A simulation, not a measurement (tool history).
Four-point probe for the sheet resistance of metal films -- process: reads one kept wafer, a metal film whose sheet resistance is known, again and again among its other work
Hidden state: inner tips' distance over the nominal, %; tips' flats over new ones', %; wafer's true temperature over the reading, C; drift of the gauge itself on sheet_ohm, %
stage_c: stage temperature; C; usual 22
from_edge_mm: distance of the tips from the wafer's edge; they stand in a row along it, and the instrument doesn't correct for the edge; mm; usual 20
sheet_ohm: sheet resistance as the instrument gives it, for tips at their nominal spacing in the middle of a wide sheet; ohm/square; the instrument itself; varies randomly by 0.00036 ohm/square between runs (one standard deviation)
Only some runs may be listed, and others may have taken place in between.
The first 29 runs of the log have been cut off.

run,hour,stage_c,from_edge_mm,touches since the probe head was changed,hours of work since the stage's thermometer was calibrated,sheet_ohm
30,812.9,22,24,11528,194,1.785313
31,844.4,27,7,11961,211,1.821173
32,869.6,27,7,12307,226,1.821573
33,911.6,27,7,12883,250,1.820368
34,940.7,25,15,13283,266,1.794029
35,980.8,21,14,13832,289,1.789411
36,1013.8,22,11,14285,307,1.795299
37,1038.6,22,11,14625,321,1.795583
38,1061.7,33,10,14942,335,1.812233
39,1084.3,23,5,15252,347,1.843205
40,1116.1,23,5,15689,365,1.84344
41,1158.1,23,5,16265,389,1.843597
42,1196.6,29,10,16793,411,1.806961
43,1237,24,6,17348,434,1.827424
44,1272.8,19,32,17839,454,1.780211

Below are 3 alternative next runs, each starting from the tool's condition after run 44. Predict each:
A,1302.2,22,51,18243,471,?
B,1302.2,19,33,18243,471,?
C,1302.2,31,17,18243,471,?

run,sheet_ohm
A,1.783545
B,1.779938
C,1.799765
What these runs would have given with no unlogged condition in the tool:
run,sheet_ohm
A,1.783614
B,1.780007
C,1.799835
